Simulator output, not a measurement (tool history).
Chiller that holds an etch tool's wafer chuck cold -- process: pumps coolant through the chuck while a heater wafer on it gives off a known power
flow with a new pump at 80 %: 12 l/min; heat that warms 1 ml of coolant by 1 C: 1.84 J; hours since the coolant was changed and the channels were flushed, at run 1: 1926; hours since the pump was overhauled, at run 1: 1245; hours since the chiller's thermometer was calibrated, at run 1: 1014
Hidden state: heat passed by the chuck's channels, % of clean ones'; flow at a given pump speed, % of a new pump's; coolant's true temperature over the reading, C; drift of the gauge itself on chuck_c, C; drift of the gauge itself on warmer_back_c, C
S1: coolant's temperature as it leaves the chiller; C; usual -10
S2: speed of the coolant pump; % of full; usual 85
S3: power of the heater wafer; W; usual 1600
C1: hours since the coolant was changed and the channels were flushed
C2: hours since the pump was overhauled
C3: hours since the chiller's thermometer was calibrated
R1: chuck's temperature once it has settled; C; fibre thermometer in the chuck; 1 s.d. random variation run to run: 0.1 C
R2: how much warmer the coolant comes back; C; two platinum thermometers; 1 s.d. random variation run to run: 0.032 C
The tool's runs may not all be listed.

Run 1, hour 0: usual settings; C1 1926; C2 1245; C3 1014. Result: R1 5.4 C, R2 4.23 C.
Run 2, hour 44.1: usual settings but S3 2291 W; C1 1970; C2 1289; C3 1059. Result: R1 11.7 C, R2 6.05 C.
Run 3, hour 70.1: usual settings but S3 2291 W; C1 1996; C2 1315; C3 1085. Result: R1 11.8 C, R2 5.96 C.
Run 4, hour 111.3: usual settings; C1 2038; C2 1356; C3 1126. Result: R1 5.2 C, R2 4.21 C.
Run 5, hour 167.6: usual settings; C1 2094; C2 1412; C3 1182. Result: R1 5.3 C, R2 4.23 C.
Run 6, hour 197.7: usual settings; C1 2124; C2 1443; C3 1212. Result: R1 5.4 C, R2 4.19 C.
Run 7, hour 226: usual settings but S3 1861 W; C1 2152; C2 1471; C3 1240. Result: R1 8 C, R2 4.95 C.
Run 8, hour 272.7: usual settings but S3 898 W; C1 2199; C2 1518; C3 1287. Result: R1 -1.2 C, R2 2.33 C.
At hour 277.5: chiller's thermometer calibrated.
Run 9, hour 303: usual settings but S2 78 % of full, S3 898 W; C1 2228; C2 1547; C3 26. Result: R1 -0.5 C, R2 2.55 C.
Run 10, hour 328.8: usual settings but S2 78 % of full, S3 898 W; C1 2254; C2 1573; C3 51. Result: R1 -0.5 C, R2 2.61 C.
Run 11, hour 382.4: usual settings; C1 2308; C2 1626; C3 105. Result: R1 5.8 C, R2 4.16 C.
Run 12, hour 441.3: usual settings; C1 2367; C2 1685; C3 164. Result: R1 5.9 C, R2 4.28 C.
Run 13, hour 474.7: usual settings but S1 -12 C; C1 2400; C2 1719; C3 197. Result: R1 3.7 C, R2 4.26 C.
Run 14, hour 521.5: usual settings but S1 -12 C, S2 83 % of full, S3 1825 W; C1 2447; C2 1765; C3 244. Result: R1 6.5 C, R2 4.93 C.
Run 15, hour 559.1: usual settings but S1 -12 C, S2 83 % of full, S3 1825 W; C1 2484; C2 1803; C3 282. Result: R1 6.6 C, R2 4.99 C.
Run 16, hour 599.2: usual settings but S2 73 % of full, S3 1824 W; C1 2524; C2 1843; C3 322. Result: R1 10.8 C, R2 5.77 C.
At hour 627.7: chiller's thermometer calibrated, once more.
Run 17, hour 632.5: usual settings but S1 -4 C, S2 93 % of full, S3 1754 W; C1 2557; C2 1875; C3 5. Result: R1 12 C, R2 4.16 C.
Run 18, hour 685: usual settings but S1 -4 C, S2 93 % of full, S3 1754 W; C1 2609; C2 1928; C3 57. Result: R1 12.1 C, R2 4.18 C.
Run 19, hour 716.6: usual settings but S1 -18 C, S2 98 % of full; C1 2641; C2 1959; C3 89. Result: R1 -3.8 C, R2 3.59 C.
Run 20, hour 767.9: usual settings but S2 67 % of full; C1 2692; C2 2011; C3 140. Result: R1 9.9 C, R2 5.62 C.
Run 21, hour 818.7: usual settings but S1 -7 C, S2 82 % of full, S3 860 W; C1 2743; C2 2062; C3 191. Result: R1 1.9 C, R2 2.44 C.
Run 22, hour 873.8: usual settings but S1 -7 C, S2 82 % of full, S3 860 W; C1 2798; C2 2117; C3 246. Result: R1 1.8 C, R2 2.42 C.
Run 23, hour 906.6: usual settings but S1 -7 C, S2 82 % of full, S3 860 W; C1 2831; C2 2149; C3 279. Result: R1 1.9 C, R2 2.38 C.

Results for each run, recomputed without the tool's hidden state and with each run's random variation untouched:
run    R1    R2
  1   3.8  4.09
  2   9.5  5.85
  3   9.5  5.76
  4   3.6  4.07
  5   3.6  4.08
  6   3.6  4.04
  7   5.9  4.76
  8  -2.4  2.24
  9  -1.8  2.45
 10  -1.8   2.5
 11   3.7  3.98
 12   3.8   4.1
 13   1.5  4.07
 14     4   4.7
 15   4.1  4.75
 16     8  5.49
 17   9.9  3.96
 18   9.9  3.97
 19  -5.8   3.4
 20   7.1  5.32
 21   0.6  2.31
 22   0.4  2.28
 23   0.5  2.25
